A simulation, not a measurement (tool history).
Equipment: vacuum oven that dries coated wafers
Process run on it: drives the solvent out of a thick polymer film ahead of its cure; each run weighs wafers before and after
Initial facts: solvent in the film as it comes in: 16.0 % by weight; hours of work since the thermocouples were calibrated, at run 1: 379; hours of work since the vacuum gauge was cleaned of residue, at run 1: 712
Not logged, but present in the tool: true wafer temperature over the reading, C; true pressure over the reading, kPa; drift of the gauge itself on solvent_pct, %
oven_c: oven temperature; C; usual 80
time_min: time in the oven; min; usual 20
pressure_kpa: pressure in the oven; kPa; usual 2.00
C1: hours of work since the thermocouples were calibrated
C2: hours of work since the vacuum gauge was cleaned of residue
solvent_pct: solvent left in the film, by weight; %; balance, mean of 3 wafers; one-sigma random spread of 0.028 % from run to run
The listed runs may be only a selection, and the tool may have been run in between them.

{"run": 1, "hour": 0.0, "oven_c": 80, "time_min": 20, "pressure_kpa": 2.0, "C1": 379, "C2": 712, "solvent_pct": 2.66}
{"run": 2, "hour": 5.4, "oven_c": 80, "time_min": 20, "pressure_kpa": 2.02, "C1": 384, "C2": 717, "solvent_pct": 2.68}
{"run": 3, "hour": 14.4, "oven_c": 80, "time_min": 20, "pressure_kpa": 2.02, "C1": 391, "C2": 724, "solvent_pct": 2.71}
{"run": 4, "hour": 24.9, "oven_c": 80, "time_min": 20, "pressure_kpa": 2.02, "C1": 399, "C2": 732, "solvent_pct": 2.72}
{"run": 5, "hour": 30.6, "oven_c": 80, "time_min": 20, "pressure_kpa": 1.34, "C1": 403, "C2": 736, "solvent_pct": 1.92}
{"run": 6, "hour": 42.4, "oven_c": 80, "time_min": 20, "pressure_kpa": 1.34, "C1": 413, "C2": 746, "solvent_pct": 1.87}
{"run": 7, "hour": 48.7, "oven_c": 80, "time_min": 20, "pressure_kpa": 1.34, "C1": 418, "C2": 751, "solvent_pct": 1.86}
{"run": 8, "hour": 58.6, "oven_c": 80, "time_min": 20, "pressure_kpa": 2.0, "C1": 425, "C2": 758, "solvent_pct": 2.64}
{"run": 9, "hour": 70.6, "oven_c": 80, "time_min": 20, "pressure_kpa": 2.0, "C1": 435, "C2": 768, "solvent_pct": 2.6}
{"run": 10, "hour": 81.1, "oven_c": 80, "time_min": 20, "pressure_kpa": 2.0, "C1": 443, "C2": 776, "solvent_pct": 2.63}
{"run": 11, "hour": 91.5, "oven_c": 80, "time_min": 20, "pressure_kpa": 2.61, "C1": 451, "C2": 784, "solvent_pct": 3.29}
{"run": 12, "hour": 103.5, "oven_c": 80, "time_min": 20, "pressure_kpa": 2.0, "C1": 461, "C2": 794, "solvent_pct": 2.64}
{"run": 13, "hour": 111.6, "oven_c": 72, "time_min": 20, "pressure_kpa": 2.0, "C1": 467, "C2": 800, "solvent_pct": 4.44}
{"run": 14, "hour": 123.2, "oven_c": 72, "time_min": 20, "pressure_kpa": 2.0, "C1": 476, "C2": 809, "solvent_pct": 4.5}
{"run": 15, "hour": 128.2, "oven_c": 74, "time_min": 20, "pressure_kpa": 2.0, "C1": 480, "C2": 813, "solvent_pct": 3.96}
{"run": 16, "hour": 135.5, "oven_c": 80, "time_min": 20, "pressure_kpa": 2.0, "C1": 486, "C2": 819, "solvent_pct": 2.66}
{"run": 17, "hour": 144.5, "oven_c": 80, "time_min": 20, "pressure_kpa": 1.06, "C1": 493, "C2": 826, "solvent_pct": 1.59}
{"run": 18, "hour": 156.3, "oven_c": 80, "time_min": 20, "pressure_kpa": 1.06, "C1": 502, "C2": 835, "solvent_pct": 1.64}
{"run": 19, "hour": 166.7, "oven_c": 80, "time_min": 20, "pressure_kpa": 1.06, "C1": 510, "C2": 844, "solvent_pct": 1.64}
{"run": 20, "hour": 173.3, "oven_c": 80, "time_min": 20, "pressure_kpa": 1.06, "C1": 516, "C2": 849, "solvent_pct": 1.62}
{"run": 21, "hour": 178.3, "oven_c": 80, "time_min": 20, "pressure_kpa": 1.06, "C1": 520, "C2": 853, "solvent_pct": 1.57}
{"run": 22, "hour": 188.2, "oven_c": 80, "time_min": 15, "pressure_kpa": 2.0, "C1": 527, "C2": 860, "solvent_pct": 3.14}
{"run": 23, "hour": 198.5, "oven_c": 80, "time_min": 15, "pressure_kpa": 2.0, "C1": 535, "C2": 868, "solvent_pct": 3.12}
{"run": 24, "hour": 209.1, "oven_c": 80, "time_min": 15, "pressure_kpa": 2.0, "C1": 544, "C2": 877, "solvent_pct": 3.17}
{"run": 25, "hour": 215.2, "oven_c": 69, "time_min": 12, "pressure_kpa": 2.75, "C1": 549, "C2": 882, "solvent_pct": 8.05}
{"run": 26, "hour": 222.4, "oven_c": 69, "time_min": 20, "pressure_kpa": 2.0, "C1": 554, "C2": 887, "solvent_pct": 5.34}
{"run": 27, "hour": 232.7, "oven_c": 93, "time_min": 13, "pressure_kpa": 1.28, "C1": 562, "C2": 895, "solvent_pct": 1.04}

For run 28, what comes out?
{"run": 28, "hour": 243.3, "oven_c": 84, "time_min": 20, "pressure_kpa": 7.09, "C1": 571, "C2": 904, "solvent_pct": "?"}

solvent_pct: 6.96 %
If the tool had no hidden condition, the same run with the same run-to-run variation would have returned solvent_pct 6.97 %.
